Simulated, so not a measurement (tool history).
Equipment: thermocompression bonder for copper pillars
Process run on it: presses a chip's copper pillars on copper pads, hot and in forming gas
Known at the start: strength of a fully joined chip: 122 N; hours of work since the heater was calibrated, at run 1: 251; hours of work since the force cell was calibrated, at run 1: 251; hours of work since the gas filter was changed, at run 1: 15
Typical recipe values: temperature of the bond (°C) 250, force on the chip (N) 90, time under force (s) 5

run    hour  temperature of the bond (°C)  force on the chip (N)  time under force (s)  hours of work since the heater was calibrated  hours of work since the force cell was calibrated  hours of work since the gas filter was changed  force that shears a chip off (N)
  1     0.0                           250                     90                     5                                            251                                                251                                              15                              48.1
  2    44.4                           250                     90                     5                                            269                                                269                                              33                              48.0
  3   118.4                           250                    128                     5                                            299                                                299                                              63                              55.0
  4   174.9                           250                     90                     5                                            321                                                321                                              86                              44.1
  5   258.4                           250                    107                     5                                            355                                                355                                             120                              48.3
      301.2  -- forming gas filter changed
  6   311.2                           250                     61                     5                                            376                                                376                                               4                              38.5
  7   370.0                           250                     61                     5                                            400                                                400                                              28                              37.4
  8   455.0                           250                     81                     5                                            435                                                435                                              62                              44.2
  9   536.6                           250                     90                    11                                            468                                                468                                              95                              58.7
 10   597.5                           250                     90                    11                                            492                                                492                                             120                              57.6
      636.9  -- forming gas filter changed
 11   664.9                           250                     88                     5                                            519                                                519                                              11                              47.2
 12   733.1                           250                     88                     5                                            547                                                547                                              39                              45.4
 13   801.2                           250                     90                     5                                            575                                                575                                              66                              45.0
 14   867.6                           250                     54                     5                                            601                                                601                                              93                              33.1
 15   908.7                           250                     69                     5                                            618                                                618                                             110                              36.2
 16   965.4                           250                     69                     5                                            641                                                641                                             133                              36.5
      970.5  -- forming gas filter changed
 17  1042.3                           250                     69                     5                                            672                                                672                                              29                              38.9
 18  1107.5                           250                     69                     5                                            698                                                698                                              55                              37.7
 19  1196.9                           250                     69                     5                                            735                                                735                                              92                              37.7
 20  1265.5                           250                     69                     5                                            762                                                762                                             119                              34.6
     1278.1  -- force cell calibrated
     1309.0  -- forming gas filter changed
     1317.9  -- heater calibrated with a thermocouple chip
 21  1357.5                           227                    124                     5                                             16                                                 31                                              19                              37.0
 22  1434.4                           225                     84                     4                                             47                                                 62                                              50                              22.8
     1494.4  -- heater calibrated with a thermocouple chip, once more
 23  1527.3                           225                     84                     4                                             13                                                 99                                              87                              30.6
 24  1619.5                           225                     84                     4                                             51                                                136                                             124                              29.4
     1647.3  -- forming gas filter changed
 25  1694.1                           225                     84                     4                                             81                                                166                                              19                              31.9
 26  1741.9                           225                     84                     4                                            100                                                186                                              38                              32.3
 27  1786.5                           249                     71                     4                                            118                                                204                                              56                              37.1
 28  1847.8                           249                     71                     4                                            143                                                229                                              81                              36.8
 29  1901.4                           256                     79                     3                                            165                                                250                                             103                              37.1
 30  1947.9                           256                     79                     3                                            183                                                269                                             122                              37.2
     1985.8  -- forming gas filter changed
 31  1995.3                           256                     79                    11                                            202                                                288                                               4                              65.8
 32  2078.0                           235                    110                    11                                            236                                                322                                              37                              60.7
 33  2154.1                           242                     83                    11                                            267                                                352                                              68                              53.9
 34  2230.1                           242                     83                    11                                            297                                                383                                              99                              53.2
 35  2313.2                           230                    105                     5                                            331                                                417                                             133                              38.7

Take each entry between the runs: how does the hidden state at the last listed run before it differ from the hidden state at the first listed run after it?
Between runs 5 and 6: forming gas filter changed (hour 301.2)
  true temperature of the bond over the reading, C: -5.7 -> -6.1; force that reaches the chip, % of what is set: 105.1 -> 105.4; oxide that the forming gas leaves, % of the face: 9.85 -> 0.86
  measured value less the no-hidden-state value, force that shears a chip off (N): -6.6 -> -1.6
Between runs 10 and 11: forming gas filter changed (hour 636.9)
  true temperature of the bond over the reading, C: -8 -> -8.5; force that reaches the chip, % of what is set: 106.7 -> 107.1; oxide that the forming gas leaves, % of the face: 9.44 -> 1.25
  measured value less the no-hidden-state value, force that shears a chip off (N): -8.4 -> -2.9
Between runs 16 and 17: forming gas filter changed (hour 970.5)
  true temperature of the bond over the reading, C: -10.4 -> -10.9; force that reaches the chip, % of what is set: 108.4 -> 108.8; oxide that the forming gas leaves, % of the face: 10.57 -> 2.87
  measured value less the no-hidden-state value, force that shears a chip off (N): -6.9 -> -3.9
Between runs 20 and 21: force cell calibrated (hour 1278.1); forming gas filter changed (hour 1309.0); heater calibrated with a thermocouple chip (hour 1317.9)
  true temperature of the bond over the reading, C: -12.5 -> -19.7; force that reaches the chip, % of what is set: 109.8 -> 100.7; oxide that the forming gas leaves, % of the face: 9.93 -> 2
  measured value less the no-hidden-state value, force that shears a chip off (N): -7.2 -> -10.5
Between runs 22 and 23: heater calibrated with a thermocouple chip, once more (hour 1494.4)
  true temperature of the bond over the reading, C: -20.3 -> -0.2; force that reaches the chip, % of what is set: 101.1 -> 101.6; oxide that the forming gas leaves, % of the face: 4.5 -> 7.1
  measured value less the no-hidden-state value, force that shears a chip off (N): -8.6 -> -2.0
Between runs 24 and 25: forming gas filter changed (hour 1647.3)
  true temperature of the bond over the reading, C: -0.8 -> -1.3; force that reaches the chip, % of what is set: 102 -> 102.4; oxide that the forming gas leaves, % of the face: 9.97 -> 1.89
  measured value less the no-hidden-state value, force that shears a chip off (N): -3.0 -> -0.5
Between runs 30 and 31: forming gas filter changed (hour 1985.8)
  true temperature of the bond over the reading, C: -3 -> -3.3; force that reaches the chip, % of what is set: 103.5 -> 103.8; oxide that the forming gas leaves, % of the face: 9.68 -> 0.85
  measured value less the no-hidden-state value, force that shears a chip off (N): -4.1 -> -1.0
